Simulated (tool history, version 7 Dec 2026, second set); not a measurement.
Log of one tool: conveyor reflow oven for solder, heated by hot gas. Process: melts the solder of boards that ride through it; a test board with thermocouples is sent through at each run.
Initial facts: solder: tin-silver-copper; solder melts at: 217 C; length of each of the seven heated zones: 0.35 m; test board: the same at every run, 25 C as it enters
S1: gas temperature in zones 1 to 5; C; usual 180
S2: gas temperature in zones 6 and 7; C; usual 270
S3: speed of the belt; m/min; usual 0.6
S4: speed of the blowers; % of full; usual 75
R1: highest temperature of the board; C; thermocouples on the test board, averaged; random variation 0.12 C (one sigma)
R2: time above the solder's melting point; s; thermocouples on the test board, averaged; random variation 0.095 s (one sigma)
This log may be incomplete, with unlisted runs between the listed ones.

Run 1, hour 0: usual settings. Result: R1 256.9 C, R2 58.3 s.
Run 2, hour 7.4: usual settings but S3 0.498 m/min. Result: R1 261.3 C, R2 74.02 s.
Run 3, hour 12.5: usual settings but S3 0.567 m/min. Result: R1 258.1 C, R2 62.87 s.
Run 4, hour 16.6: usual settings but S3 0.567 m/min. Result: R1 258.4 C, R2 62.95 s.
Run 5, hour 26.2: usual settings but S3 0.567 m/min. Result: R1 258.3 C, R2 62.91 s.
Run 6, hour 30.6: usual settings but S3 0.567 m/min. Result: R1 258.3 C, R2 62.94 s.
Run 7, hour 39.2: usual settings but S3 0.567 m/min. Result: R1 258.2 C, R2 62.88 s.
At hour 46.5: flux residue cleaned out of gas plates and filters.
Run 8, hour 50.7: usual settings. Result: R1 257.9 C, R2 59.01 s.
Run 9, hour 58.5: usual settings. Result: R1 257.8 C, R2 58.95 s.
Run 10, hour 67.8: usual settings. Result: R1 257.9 C, R2 59.07 s.
Run 11, hour 77.3: usual settings. Result: R1 258 C, R2 58.98 s.
Run 12, hour 83.8: usual settings but S2 274 C. Result: R1 261.7 C, R2 60.78 s.
Run 13, hour 89.5: usual settings but S2 274 C. Result: R1 261.6 C, R2 60.89 s.
Run 14, hour 99.4: usual settings. Result: R1 258 C, R2 59.05 s.
Run 15, hour 107.9: usual settings. Result: R1 257.9 C, R2 58.94 s.
Run 16, hour 112.4: usual settings. Result: R1 257.7 C, R2 59.14 s.
At hour 117.3: belt drive overhauled, speed set with a stopwatch.
Run 17, hour 121.5: usual settings but S1 167 C, S4 50 % of full. Result: R1 251 C, R2 49.95 s.
Run 18, hour 131.2: usual settings but S1 193 C, S4 54 % of full. Result: R1 256.8 C, R2 63.37 s.
Run 19, hour 137.4: usual settings but S1 193 C, S4 54 % of full. Result: R1 256.6 C, R2 63.24 s.
Run 20, hour 147: usual settings but S1 166 C, S3 0.683 m/min. Result: R1 251.8 C, R2 44 s.
Run 21, hour 155.7: usual settings but S1 166 C, S3 0.683 m/min. Result: R1 251.8 C, R2 44.01 s.
Run 22, hour 162.8: usual settings but S1 189 C, S2 278 C. Result: R1 266.5 C, R2 66.66 s.

Run 23 is up next; what results do you expect?
Run 23, hour 172.5: usual settings but S1 189 C, S2 265 C, S4 80 % of full. Result: R1 ?, R2 ?.

{"run 23": {"R1": 255.6, "R2": 61.66}}
Had the tool carried no hidden state, the very same run would have given R1 255.4 C, R2 60.53 s.

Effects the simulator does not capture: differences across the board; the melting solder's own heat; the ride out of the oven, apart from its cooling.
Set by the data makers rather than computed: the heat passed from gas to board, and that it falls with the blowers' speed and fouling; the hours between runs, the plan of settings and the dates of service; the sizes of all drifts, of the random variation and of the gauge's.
